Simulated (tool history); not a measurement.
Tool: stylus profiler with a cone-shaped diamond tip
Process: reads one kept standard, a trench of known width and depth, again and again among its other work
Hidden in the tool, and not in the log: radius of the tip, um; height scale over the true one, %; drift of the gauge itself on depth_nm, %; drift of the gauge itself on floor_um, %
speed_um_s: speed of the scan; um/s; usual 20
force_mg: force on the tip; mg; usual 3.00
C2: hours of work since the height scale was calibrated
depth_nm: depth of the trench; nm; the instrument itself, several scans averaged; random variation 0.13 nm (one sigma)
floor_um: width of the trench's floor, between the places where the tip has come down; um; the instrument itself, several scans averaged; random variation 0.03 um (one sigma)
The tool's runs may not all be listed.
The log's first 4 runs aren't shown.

run 5 hour=49.2 | speed_um_s=23 force_mg=3.00 | scans_with_this_tip=4055 C2=291 | depth_nm=507.50 floor_um=24.93
run 6 hour=62.2 | speed_um_s=20 force_mg=2.27 | scans_with_this_tip=4150 C2=298 | depth_nm=506.11 floor_um=24.96
run 7 hour=78.3 | speed_um_s=20 force_mg=2.27 | scans_with_this_tip=4267 C2=306 | depth_nm=505.94 floor_um=24.97
run 8 hour=92.2 | speed_um_s=12 force_mg=3.00 | scans_with_this_tip=4369 C2=314 | depth_nm=507.37 floor_um=24.92
run 9 hour=108.8 | speed_um_s=31 force_mg=3.00 | scans_with_this_tip=4489 C2=322 | depth_nm=507.13 floor_um=24.90
run 10 hour=116.6 | speed_um_s=31 force_mg=3.00 | scans_with_this_tip=4546 C2=326 | depth_nm=507.50 floor_um=24.87
run 11 hour=131.0 | speed_um_s=17 force_mg=3.00 | scans_with_this_tip=4651 C2=334 | depth_nm=507.34 floor_um=24.87
run 12 hour=142.8 | speed_um_s=17 force_mg=7.65 | scans_with_this_tip=4737 C2=340 | depth_nm=513.81 floor_um=24.90
run 13 hour=156.5 | speed_um_s=17 force_mg=7.65 | scans_with_this_tip=4837 C2=347 | depth_nm=513.91 floor_um=24.86
run 14 hour=169.3 | speed_um_s=20 force_mg=3.49 | scans_with_this_tip=4931 C2=354 | depth_nm=507.99 floor_um=24.87
run 15 hour=185.3 | speed_um_s=20 force_mg=3.49 | scans_with_this_tip=5047 C2=362 | depth_nm=507.91 floor_um=24.80
run 16 hour=193.7 | speed_um_s=20 force_mg=1.98 | scans_with_this_tip=5108 C2=367 | depth_nm=505.53 floor_um=24.78
run 17 hour=210.5 | speed_um_s=20 force_mg=1.98 | scans_with_this_tip=5231 C2=376 | depth_nm=505.38 floor_um=24.77
run 18 hour=226.7 | speed_um_s=20 force_mg=5.94 | scans_with_this_tip=5348 C2=384 | depth_nm=511.37 floor_um=24.81
run 19 hour=235.4 | speed_um_s=20 force_mg=5.94 | scans_with_this_tip=5412 C2=389 | depth_nm=511.42 floor_um=24.74
run 20 hour=245.3 | speed_um_s=20 force_mg=5.94 | scans_with_this_tip=5484 C2=394 | depth_nm=511.41 floor_um=24.80
run 21 hour=255.6 | speed_um_s=23 force_mg=5.16 | scans_with_this_tip=5559 C2=399 | depth_nm=510.68 floor_um=24.81
run 22 hour=265.1 | speed_um_s=71 force_mg=1.05 | scans_with_this_tip=5629 C2=404 | depth_nm=503.40 floor_um=24.45
run 23 hour=282.1 | speed_um_s=71 force_mg=1.05 | scans_with_this_tip=5752 C2=413 | depth_nm=503.36 floor_um=24.40
run 24 hour=293.5 | speed_um_s=40 force_mg=1.01 | scans_with_this_tip=5835 C2=419 | depth_nm=503.40 floor_um=24.55

Forecast run 25:
run 25 hour=304.7 | speed_um_s=40 force_mg=1.01 | scans_with_this_tip=5917 C2=425 | depth_nm=? floor_um=?

depth_nm: 503.03 nm
floor_um: 24.56 um
Without the tool's hidden state the same run would have given depth_nm 503.31 nm, floor_um 25.43 um.

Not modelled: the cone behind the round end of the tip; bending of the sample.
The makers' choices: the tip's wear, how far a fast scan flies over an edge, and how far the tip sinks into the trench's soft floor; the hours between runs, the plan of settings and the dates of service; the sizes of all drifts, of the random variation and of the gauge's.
